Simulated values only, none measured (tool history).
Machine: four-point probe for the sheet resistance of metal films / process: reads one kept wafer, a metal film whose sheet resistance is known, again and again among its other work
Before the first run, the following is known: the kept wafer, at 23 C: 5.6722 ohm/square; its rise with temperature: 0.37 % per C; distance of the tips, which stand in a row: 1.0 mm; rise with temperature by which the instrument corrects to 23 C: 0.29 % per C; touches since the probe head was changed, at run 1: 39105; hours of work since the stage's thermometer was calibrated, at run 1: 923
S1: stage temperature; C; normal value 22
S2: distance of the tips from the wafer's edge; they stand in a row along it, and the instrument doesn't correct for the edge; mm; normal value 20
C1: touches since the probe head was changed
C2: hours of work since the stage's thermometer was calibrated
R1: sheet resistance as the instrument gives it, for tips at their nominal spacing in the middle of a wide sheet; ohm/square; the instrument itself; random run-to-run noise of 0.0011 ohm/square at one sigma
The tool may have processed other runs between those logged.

Run 1, hour 0: usual settings; C1 39105; C2 923. Result: R1 5.648197 ohm/square.
Run 2, hour 55.7: usual settings but S1 23 C; C1 41014; C2 957. Result: R1 5.65187 ohm/square.
Run 3, hour 98.9: usual settings but S2 12 mm; C1 42494; C2 983. Result: R1 5.664247 ohm/square.
Run 4, hour 146.6: usual settings; C1 44130; C2 1011. Result: R1 5.649799 ohm/square.
Run 5, hour 231.3: usual settings; C1 47034; C2 1062. Result: R1 5.650449 ohm/square.
Run 6, hour 283.5: usual settings; C1 48823; C2 1093. Result: R1 5.650514 ohm/square.
Run 7, hour 363: usual settings but S2 5 mm; C1 51549; C2 1141. Result: R1 5.761802 ohm/square.
Run 8, hour 427.8: usual settings; C1 53767; C2 1180. Result: R1 5.652748 ohm/square.
Run 9, hour 479.9: usual settings but S2 3 mm; C1 55553; C2 1211. Result: R1 5.963173 ohm/square.
Run 10, hour 534: usual settings but S1 24 C; C1 57410; C2 1244. Result: R1 5.661809 ohm/square.
Run 11, hour 584: usual settings but S1 24 C; C1 59121; C2 1274. Result: R1 5.662496 ohm/square.
Run 12, hour 672.4: usual settings but S1 24 C; C1 62154; C2 1327. Result: R1 5.663736 ohm/square.
Run 13, hour 754.2: usual settings but S1 24 C; C1 64958; C2 1376. Result: R1 5.662365 ohm/square.
Run 14, hour 818.6: usual settings; C1 67165; C2 1415. Result: R1 5.655941 ohm/square.
Run 15, hour 892.1: usual settings but S1 31 C; C1 69682; C2 1459. Result: R1 5.69265 ohm/square.
Run 16, hour 938.5: usual settings; C1 71274; C2 1487. Result: R1 5.656191 ohm/square.
Run 17, hour 1030.7: usual settings but S2 4 mm; C1 74436; C2 1542. Result: R1 5.832578 ohm/square.
Run 18, hour 1090.7: usual settings but S1 20 C; C1 76492; C2 1578. Result: R1 5.65055 ohm/square.
Run 19, hour 1167.6: usual settings but S1 20 C, S2 55 mm; C1 79127; C2 1624. Result: R1 5.642237 ohm/square.
Run 20, hour 1212.3: usual settings but S1 20 C, S2 55 mm; C1 80661; C2 1651. Result: R1 5.645063 ohm/square.
Run 21, hour 1299: usual settings but S1 20 C, S2 10 mm; C1 83631; C2 1703. Result: R1 5.675641 ohm/square.
Run 22, hour 1389.3: usual settings but S1 20 C, S2 10 mm; C1 86725; C2 1758. Result: R1 5.67613 ohm/square.
Run 23, hour 1438.5: usual settings but S1 20 C, S2 10 mm; C1 88413; C2 1787. Result: R1 5.676078 ohm/square.
Run 24, hour 1495.2: usual settings but S1 20 C, S2 10 mm; C1 90356; C2 1821. Result: R1 5.676325 ohm/square.
Run 25, hour 1542.1: usual settings but S1 24 C, S2 72 mm; C1 91963; C2 1849. Result: R1 5.664301 ohm/square.
Run 26, hour 1582.3: usual settings but S1 24 C, S2 72 mm; C1 93341; C2 1874. Result: R1 5.664225 ohm/square.
At hour 1655.1: stage's thermometer calibrated.
Run 27, hour 1655.1: usual settings but S1 25 C; C1 95819; C2 0. Result: R1 5.677247 ohm/square.
Run 28, hour 1713.6: usual settings but S1 25 C; C1 97827; C2 35. Result: R1 5.678347 ohm/square.
Run 29, hour 1753: usual settings but S1 25 C; C1 99178; C2 59. Result: R1 5.677206 ohm/square.
Run 30, hour 1825.2: usual settings but S1 25 C; C1 101653; C2 102. Result: R1 5.680496 ohm/square.
Run 31, hour 1906.8: usual settings but S1 25 C; C1 104448; C2 151. Result: R1 5.67975 ohm/square.
Run 32, hour 1946.8: usual settings but S1 25 C, S2 9 mm; C1 105819; C2 175. Result: R1 5.712844 ohm/square.
Run 33, hour 2034: usual settings but S1 19 C, S2 18 mm; C1 108806; C2 228. Result: R1 5.659105 ohm/square.
Run 34, hour 2124.1: usual settings but S1 18 C, S2 26 mm; C1 111897; C2 282. Result: R1 5.648807 ohm/square.
Run 35, hour 2171.6: usual settings but S1 26 C, S2 10 mm; C1 113525; C2 310. Result: R1 5.710949 ohm/square.
Run 36, hour 2255: usual settings but S1 26 C, S2 10 mm; C1 116384; C2 360. Result: R1 5.712216 ohm/square.
Run 37, hour 2313.2: usual settings but S1 30 C, S2 9 mm; C1 118377; C2 395. Result: R1 5.735909 ohm/square.
Run 38, hour 2358.4: usual settings but S1 34 C, S2 4 mm; C1 119927; C2 422. Result: R1 5.897303 ohm/square.
Run 39, hour 2431: usual settings but S2 9 mm; C1 122417; C2 466. Result: R1 5.702795 ohm/square.
Run 40, hour 2488.4: usual settings but S1 19 C, S2 31 mm; C1 124385; C2 501. Result: R1 5.652812 ohm/square.
Run 41, hour 2531.7: usual settings but S1 19 C, S2 31 mm; C1 125868; C2 527. Result: R1 5.656608 ohm/square.
At hour 2542.3: new probe head fitted.
Run 42, hour 2578.7: usual settings but S1 34 C, S2 3 mm; C1 1250; C2 554. Result: R1 6.041886 ohm/square.
Run 43, hour 2640: usual settings but S1 26 C, S2 11 mm; C1 3351; C2 591. Result: R1 5.713682 ohm/square.
Run 44, hour 2701.9: usual settings but S1 27 C, S2 55 mm; C1 5470; C2 628. Result: R1 5.695266 ohm/square.
Run 45, hour 2757.3: usual settings but S2 12 mm; C1 7371; C2 662. Result: R1 5.692665 ohm/square.
Run 46, hour 2811: usual settings but S2 12 mm; C1 9212; C2 694. Result: R1 5.694106 ohm/square.

Hidden state or all else? Some run-to-run changes of R1, split into what the settings, what came in and random variation would give without the hidden state, and what is left for the hidden state (with any gauge scatter that isn't in both results):
Unlogged tool condition in this case: inner tips' distance over the nominal, %; tips' flats over new ones', %; wafer's true temperature over the reading, C; drift of the gauge itself on sheet_ohm, %.
Run 8 -> 9: S2 20 -> 3. R1 +0.310425 ohm/square: hidden state -0.000736, all else +0.311161.
Run 9 -> 10: S1 22 -> 24, S2 3 -> 20. R1 -0.301364 ohm/square: hidden state +0.001627, all else -0.302991.
Run 26 -> 27: S1 24 -> 25, S2 72 -> 20, stage's thermometer calibrated. R1 +0.013022 ohm/square: hidden state +0.003803, all else +0.009219.
Run 41 -> 42: S1 19 -> 34, S2 31 -> 3, new probe head fitted. R1 +0.385278 ohm/square: hidden state +0.005198, all else +0.38008.
Run 42 -> 43: S1 34 -> 26, S2 3 -> 11. R1 -0.328204 ohm/square: hidden state +0.000381, all else -0.328585.

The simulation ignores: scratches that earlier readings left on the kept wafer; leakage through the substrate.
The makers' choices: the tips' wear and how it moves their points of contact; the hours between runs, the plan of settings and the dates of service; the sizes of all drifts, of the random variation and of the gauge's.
